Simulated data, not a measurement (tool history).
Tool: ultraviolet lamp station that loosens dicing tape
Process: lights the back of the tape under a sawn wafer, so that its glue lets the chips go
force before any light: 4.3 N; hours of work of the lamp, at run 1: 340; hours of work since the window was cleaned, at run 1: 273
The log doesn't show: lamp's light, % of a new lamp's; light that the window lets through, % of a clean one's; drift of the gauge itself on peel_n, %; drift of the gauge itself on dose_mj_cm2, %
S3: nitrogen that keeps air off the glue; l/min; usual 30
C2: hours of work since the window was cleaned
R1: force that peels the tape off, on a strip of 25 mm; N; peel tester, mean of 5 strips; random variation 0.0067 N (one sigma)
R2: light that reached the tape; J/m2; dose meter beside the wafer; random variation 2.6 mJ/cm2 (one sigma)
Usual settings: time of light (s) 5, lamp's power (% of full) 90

run 1 hour=0.0 | time_of_light_(s)=5 lamp's_power_(%_of_full)=90 S3=30 | hours_of_work_of_the_lamp=340 C2=273 | R1=0.268 R2=2710
run 2 hour=9.4 | time_of_light_(s)=5 lamp's_power_(%_of_full)=90 S3=30 | hours_of_work_of_the_lamp=347 C2=280 | R1=0.251 R2=2720
run 3 hour=18.3 | time_of_light_(s)=5 lamp's_power_(%_of_full)=90 S3=30 | hours_of_work_of_the_lamp=354 C2=286 | R1=0.264 R2=2660
run 4 hour=25.7 | time_of_light_(s)=5 lamp's_power_(%_of_full)=90 S3=30 | hours_of_work_of_the_lamp=359 C2=292 | R1=0.254 R2=2680
run 5 hour=33.9 | time_of_light_(s)=5 lamp's_power_(%_of_full)=73 S3=30 | hours_of_work_of_the_lamp=366 C2=298 | R1=0.363 R2=2220
run 6 hour=42.5 | time_of_light_(s)=5 lamp's_power_(%_of_full)=90 S3=12 | hours_of_work_of_the_lamp=372 C2=304 | R1=0.408 R2=2700
run 7 hour=52.7 | time_of_light_(s)=5 lamp's_power_(%_of_full)=90 S3=12 | hours_of_work_of_the_lamp=380 C2=312 | R1=0.415 R2=2680
run 8 hour=63.0 | time_of_light_(s)=5 lamp's_power_(%_of_full)=90 S3=12 | hours_of_work_of_the_lamp=387 C2=320 | R1=0.406 R2=2620
run 9 hour=68.5 | time_of_light_(s)=5 lamp's_power_(%_of_full)=90 S3=12 | hours_of_work_of_the_lamp=391 C2=324 | R1=0.412 R2=2590
run 10 hour=74.4 | time_of_light_(s)=5 lamp's_power_(%_of_full)=90 S3=12 | hours_of_work_of_the_lamp=396 C2=328 | R1=0.432 R2=2600
-- hour=75.8 window cleaned of glue's vapour
run 11 hour=85.4 | time_of_light_(s)=5 lamp's_power_(%_of_full)=90 S3=15 | hours_of_work_of_the_lamp=403 C2=7 | R1=0.368 R2=2650
run 12 hour=91.5 | time_of_light_(s)=5 lamp's_power_(%_of_full)=90 S3=30 | hours_of_work_of_the_lamp=408 C2=12 | R1=0.278 R2=2580
run 13 hour=99.7 | time_of_light_(s)=5 lamp's_power_(%_of_full)=90 S3=30 | hours_of_work_of_the_lamp=414 C2=18 | R1=0.289 R2=2540
run 14 hour=106.3 | time_of_light_(s)=3 lamp's_power_(%_of_full)=91 S3=23 | hours_of_work_of_the_lamp=419 C2=23 | R1=0.684 R2=1540
run 15 hour=115.8 | time_of_light_(s)=4 lamp's_power_(%_of_full)=79 S3=12 | hours_of_work_of_the_lamp=426 C2=30 | R1=0.776 R2=1810
run 16 hour=124.6 | time_of_light_(s)=7 lamp's_power_(%_of_full)=92 S3=15 | hours_of_work_of_the_lamp=433 C2=36 | R1=0.242 R2=3650
run 17 hour=134.6 | time_of_light_(s)=7 lamp's_power_(%_of_full)=85 S3=41 | hours_of_work_of_the_lamp=440 C2=44 | R1=0.202 R2=3390
-- hour=139.3 window cleaned of glue's vapour, once more
run 18 hour=140.9 | time_of_light_(s)=3 lamp's_power_(%_of_full)=76 S3=12 | hours_of_work_of_the_lamp=444 C2=1 | R1=1.101 R2=1430
run 19 hour=151.6 | time_of_light_(s)=3 lamp's_power_(%_of_full)=76 S3=12 | hours_of_work_of_the_lamp=452 C2=9 | R1=1.045 R2=1390
run 20 hour=160.9 | time_of_light_(s)=3 lamp's_power_(%_of_full)=63 S3=12 | hours_of_work_of_the_lamp=459 C2=16 | R1=1.336 R2=1110
run 21 hour=168.6 | time_of_light_(s)=3 lamp's_power_(%_of_full)=63 S3=33 | hours_of_work_of_the_lamp=465 C2=22 | R1=0.931 R2=1140
run 22 hour=180.8 | time_of_light_(s)=3 lamp's_power_(%_of_full)=63 S3=33 | hours_of_work_of_the_lamp=474 C2=31 | R1=0.935 R2=1150
run 23 hour=187.7 | time_of_light_(s)=3 lamp's_power_(%_of_full)=63 S3=33 | hours_of_work_of_the_lamp=479 C2=36 | R1=0.952 R2=1150
run 24 hour=195.4 | time_of_light_(s)=4 lamp's_power_(%_of_full)=71 S3=19 | hours_of_work_of_the_lamp=485 C2=42 | R1=0.624 R2=1750
run 25 hour=206.5 | time_of_light_(s)=3 lamp's_power_(%_of_full)=87 S3=35 | hours_of_work_of_the_lamp=493 C2=50 | R1=0.590 R2=1560

Forecast each of these 4 alternatives for the next run:
run A hour=217.9 | time_of_light_(s)=5 lamp's_power_(%_of_full)=87 S3=10 | hours_of_work_of_the_lamp=501 C2=58 | R1=? R2=?
run B hour=217.9 | time_of_light_(s)=3 lamp's_power_(%_of_full)=87 S3=14 | hours_of_work_of_the_lamp=501 C2=58 | R1=? R2=?
run C hour=217.9 | time_of_light_(s)=3 lamp's_power_(%_of_full)=90 S3=56 | hours_of_work_of_the_lamp=501 C2=58 | R1=? R2=?
run D hour=217.9 | time_of_light_(s)=5 lamp's_power_(%_of_full)=90 S3=34 | hours_of_work_of_the_lamp=501 C2=58 | R1=? R2=?

run=A R1=0.467 R2=2600
run=B R1=0.856 R2=1570
run=C R1=0.460 R2=1660
run=D R1=0.252 R2=2680
Without the tool's hidden state the same runs would have given:
run=A R1=0.357 R2=3080
run=B R1=0.668 R2=1850
run=C R1=0.354 R2=1950
run=D R1=0.213 R2=3180

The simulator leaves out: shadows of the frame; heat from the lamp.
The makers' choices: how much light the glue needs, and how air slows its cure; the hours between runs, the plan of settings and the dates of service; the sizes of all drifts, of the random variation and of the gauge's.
